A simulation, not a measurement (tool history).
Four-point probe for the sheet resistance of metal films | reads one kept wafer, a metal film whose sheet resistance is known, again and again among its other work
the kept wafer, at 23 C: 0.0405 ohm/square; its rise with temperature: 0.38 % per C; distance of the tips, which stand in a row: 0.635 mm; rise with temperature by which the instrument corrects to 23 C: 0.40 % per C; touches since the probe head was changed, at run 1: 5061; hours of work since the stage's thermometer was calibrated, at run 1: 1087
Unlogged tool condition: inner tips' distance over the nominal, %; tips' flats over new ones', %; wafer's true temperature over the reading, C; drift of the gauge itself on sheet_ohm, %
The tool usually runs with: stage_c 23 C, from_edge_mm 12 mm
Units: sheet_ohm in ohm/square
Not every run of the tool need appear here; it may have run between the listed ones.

run,hour,stage_c,from_edge_mm,touches since the probe head was changed,hours of work since the stage's thermometer was calibrated,sheet_ohm
1,0.0,23,12,5061,1087,0.040642
2,12.0,31,12,5244,1092,0.040579
3,23.0,30,12,5412,1098,0.040579
4,32.1,35,12,5550,1102,0.040537
5,42.2,35,12,5705,1107,0.040535
6,56.8,35,12,5928,1114,0.040554
7,77.4,35,12,6241,1125,0.040544
8,87.2,35,12,6392,1129,0.040540
9,100.8,35,12,6599,1136,0.040552
10,113.7,35,12,6797,1142,0.040538
11,133.1,35,12,7092,1152,0.040538
12,149.1,35,12,7337,1160,0.040547
13,159.2,35,12,7490,1165,0.040540
14,168.9,35,12,7639,1170,0.040542
15,183.0,35,12,7853,1176,0.040539
16,195.9,35,21,8050,1183,0.040501
17,206.1,23,12,8206,1188,0.040655
18,217.4,23,12,8379,1193,0.040670
19,234.5,23,12,8639,1202,0.040651
20,251.1,23,49,8894,1210,0.040601
21,267.8,23,12,9148,1218,0.040662
22,285.8,35,12,9423,1227,0.040532
23,305.1,23,30,9718,1236,0.040621
24,318.7,31,10,9924,1243,0.040612
25,330.6,23,5,10107,1249,0.040939
26,346.3,26,21,10346,1257,0.040581
# hour 348.0: stage's thermometer calibrated
27,361.6,26,5,10572,7,0.040955
28,374.0,19,16,10760,13,0.040703
29,383.4,19,16,10905,17,0.040714
30,399.4,27,66,11149,25,0.040591
31,408.3,25,73,11284,30,0.040619
32,421.2,25,73,11482,36,0.040597
# hour 424.1: stage's thermometer calibrated, once more
33,439.0,22,5,11745,7,0.040874
34,449.4,27,17,11903,12,0.040516
35,459.1,19,8,12051,17,0.040698
36,471.9,19,8,12248,23,0.040700
37,485.9,24,3,12461,30,0.041463
38,504.3,31,22,12741,39,0.040451
39,514.0,31,22,12890,44,0.040457
40,531.8,30,12,13162,53,0.040505
41,552.0,30,12,13470,63,0.040519
42,563.3,19,12,13642,68,0.040620
43,573.5,27,38,13798,73,0.040484
44,588.7,27,38,14031,81,0.040483
45,597.1,29,3,14157,85,0.041413
46,607.2,21,23,14313,90,0.040554

3 ways to go on from here, each from the tool as it stands after run 46. What would each give?
A,617.3,19,8,14467,95,?
B,617.3,24,23,14467,95,?
C,617.3,26,5,14467,95,?

run,sheet_ohm
A,0.040685
B,0.040525
C,0.040841
With no hidden state in the tool, these same runs would have given:
run,sheet_ohm
A,0.040666
B,0.040506
C,0.040821
